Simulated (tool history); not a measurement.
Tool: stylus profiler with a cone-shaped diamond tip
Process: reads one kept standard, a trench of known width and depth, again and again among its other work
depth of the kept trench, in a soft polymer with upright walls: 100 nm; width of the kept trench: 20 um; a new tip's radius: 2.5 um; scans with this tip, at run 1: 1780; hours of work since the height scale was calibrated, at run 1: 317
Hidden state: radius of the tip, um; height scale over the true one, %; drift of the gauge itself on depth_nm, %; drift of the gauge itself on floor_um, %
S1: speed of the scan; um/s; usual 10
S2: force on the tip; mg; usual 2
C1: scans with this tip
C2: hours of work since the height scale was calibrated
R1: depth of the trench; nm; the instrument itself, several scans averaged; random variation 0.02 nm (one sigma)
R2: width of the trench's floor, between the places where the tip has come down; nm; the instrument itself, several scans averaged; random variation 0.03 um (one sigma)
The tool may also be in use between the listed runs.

run   hour  S1    S2    C1   C2      R1     R2
  1      0  10     2  1780  317  100.57  18350
  2   41.3  10     2  1950  347  100.58  18350
  3   74.6   3     2  2087  372  100.56  18340
  4  116.2  10     2  2258  402  100.56  18330
  5  144.6  10     2  2375  423   100.5  18320
  6  183.2  10     2  2534  452  100.55  18320
  7  228.6  10     2  2721  485  100.49  18260
  8  260.2  10     2  2851  508  100.53  18310
  9  287.7  10  1.12  2964  528  100.31  18250
 10  324.4  10  0.68  3115  555   100.2  18250
 11  351.8  10  2.54  3228  575  100.62  18210
 12    382  10  2.54  3352  597  100.59  18230
 13  404.2  28  2.54  3443  614  100.62  18210
 14  447.1  28  2.54  3620  645   100.6  18150
 15  477.8  10  1.72  3746  668  100.46  18190
 16  522.4   2     2  3930  700  100.47  18190
 17  562.5   6  0.76  4095  730  100.22  18150
 18  591.8   6  0.76  4215  751  100.19  18150
 19    622   6  0.76  4339  773  100.19  18140
 20  665.4  14  5.05  4518  805     101  18180
 21  708.6  14  5.05  4696  837  100.99  18120
 22  745.2  14  5.05  4847  864  100.98  18110
 23  772.7  10  1.26  4960  884  100.32  18060
 24  810.6  10  1.26  5116  912   100.3  18050
 25  848.4  10  5.63  5271  939  101.04  18080
 26  870.5  10  5.63  5362  956  101.06  18130
 27    895   8  2.77  5463  973  100.62  18030
 28  920.4  32  4.91  5567  992  100.95  18020

Forecast each of these 5 alternatives for the next run:
  A  947.1   6  5.43  5678  1012   ?   ?
  B  947.1  32  3.81  5678  1012   ?   ?
  C  947.1  10  4.91  5678  1012   ?   ?
  D  947.1  26  1.18  5678  1012   ?   ?
  E  947.1  26  4.91  5678  1012   ?   ?

run      R1     R2
  A  101.01  18030
  B  100.77  18040
  C  100.94  18030
  D  100.31  17950
  E  100.96  17980
Without the tool's hidden state the same runs would have given:
run      R1     R2
  A  101.16  18560
  B  100.91  18570
  C  101.08  18550
  D  100.46  18470
  E  101.11  18510

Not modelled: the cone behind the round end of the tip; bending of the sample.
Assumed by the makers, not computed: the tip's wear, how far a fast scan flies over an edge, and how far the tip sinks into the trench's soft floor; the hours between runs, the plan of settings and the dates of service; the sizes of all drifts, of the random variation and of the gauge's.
